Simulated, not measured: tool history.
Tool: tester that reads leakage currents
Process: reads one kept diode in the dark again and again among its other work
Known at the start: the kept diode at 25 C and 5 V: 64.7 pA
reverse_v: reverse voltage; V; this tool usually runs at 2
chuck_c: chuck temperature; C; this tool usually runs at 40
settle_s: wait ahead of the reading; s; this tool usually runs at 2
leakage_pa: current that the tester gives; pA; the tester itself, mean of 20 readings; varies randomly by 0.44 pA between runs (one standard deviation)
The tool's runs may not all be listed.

Run 1, day 0: usual settings. Result: leakage_pa 153.77 pA.
Run 2, day 1.892: usual settings but chuck_c 35 C. Result: leakage_pa 102.92 pA.
Run 3, day 3.517: usual settings but chuck_c 35 C. Result: leakage_pa 103.79 pA.
Run 4, day 4.688: usual settings but chuck_c 35 C. Result: leakage_pa 103.68 pA.
Run 5, day 6.529: usual settings but reverse_v 1.39 V. Result: leakage_pa 128.95 pA.
Run 6, day 7.592: usual settings but reverse_v 1.39 V, settle_s 1.14 s. Result: leakage_pa 130.38 pA.
Run 7, day 9.196: usual settings but reverse_v 9.52 V. Result: leakage_pa 325.73 pA.
Run 8, day 10.171: usual settings but reverse_v 9.52 V. Result: leakage_pa 325.31 pA.
Run 9, day 11.104: usual settings but reverse_v 9.52 V. Result: leakage_pa 326.93 pA.
Run 10, day 12.442: usual settings but reverse_v 4.53 V. Result: leakage_pa 229.54 pA.
Run 11, day 14.158: usual settings but reverse_v 3.52 V. Result: leakage_pa 203 pA.
Run 12, day 15.817: usual settings but reverse_v 3.52 V. Result: leakage_pa 201.62 pA.
Run 13, day 17.642: usual settings but chuck_c 27 C. Result: leakage_pa 54.6 pA.
Run 14, day 19.392: usual settings but settle_s 2.39 s. Result: leakage_pa 154.26 pA.
Run 15, day 20.417: usual settings but settle_s 2.39 s. Result: leakage_pa 155.89 pA.
Run 16, day 21.829: usual settings but settle_s 2.39 s. Result: leakage_pa 155.15 pA.
Run 17, day 22.954: usual settings but reverse_v 14.02 V, chuck_c 52 C, settle_s 0.86 s. Result: leakage_pa 968.25 pA.
Run 18, day 23.783: usual settings but reverse_v 14.02 V, chuck_c 55 C, settle_s 0.77 s. Result: leakage_pa 1205.2 pA.
Run 19, day 25.038: usual settings but reverse_v 3.85 V, chuck_c 55 C, settle_s 1.47 s. Result: leakage_pa 650.85 pA.
Run 20, day 26.304: usual settings but reverse_v 8.95 V, chuck_c 34 C, settle_s 6.95 s. Result: leakage_pa 199.93 pA.
Run 21, day 27.929: usual settings but settle_s 1.6 s. Result: leakage_pa 156.48 pA.
Run 22, day 29.346: usual settings but settle_s 1.6 s. Result: leakage_pa 156.17 pA.
Run 23, day 30.112: usual settings but settle_s 1.6 s. Result: leakage_pa 155.7 pA.
Run 24, day 31.288: usual settings but settle_s 1.6 s. Result: leakage_pa 156.98 pA.
Run 25, day 32.45: usual settings but settle_s 1.6 s. Result: leakage_pa 156.08 pA.
Run 26, day 33.471: usual settings but settle_s 1.6 s. Result: leakage_pa 157.91 pA.
Run 27, day 34.958: usual settings but settle_s 1.6 s. Result: leakage_pa 156.28 pA.
Run 28, day 36.275: usual settings but reverse_v 7.67 V, chuck_c 43 C. Result: leakage_pa 376.58 pA.
Run 29, day 37.467: usual settings but reverse_v 7.67 V, chuck_c 43 C. Result: leakage_pa 376.32 pA.
Run 30, day 38.304: usual settings but reverse_v 7.67 V, chuck_c 43 C. Result: leakage_pa 377.22 pA.
Run 31, day 39.112: usual settings but reverse_v 7.67 V, chuck_c 43 C. Result: leakage_pa 374.75 pA.
Run 32, day 40.104: usual settings but reverse_v 7.67 V, chuck_c 43 C. Result: leakage_pa 376.78 pA.

Branching from run 32: 5 alternative next runs. What would each branch give?
Run A, day 41.017: usual settings but reverse_v 5.6 V, chuck_c 27 C. Result: leakage_pa ?.
Run B, day 41.017: usual settings but reverse_v 13.01 V, chuck_c 24 C, settle_s 3.81 s. Result: leakage_pa ?.
Run C, day 41.017: usual settings but reverse_v 7.67 V, chuck_c 43 C, settle_s 3.96 s. Result: leakage_pa ?.
Run D, day 41.017: usual settings but reverse_v 2.32 V, chuck_c 52 C, settle_s 3.78 s. Result: leakage_pa ?.
Run E, day 41.017: usual settings but reverse_v 2.15 V, chuck_c 33 C, settle_s 0.31 s. Result: leakage_pa ?.

run  leakage_pa
  A       93.27
  B      113.58
  C      377.54
  D      415.21
  E       95.98
Without the tool's hidden state the same runs would have given:
run  leakage_pa
  A       82.82
  B       95.01
  C      350.87
  D      392.63
  E       88.86
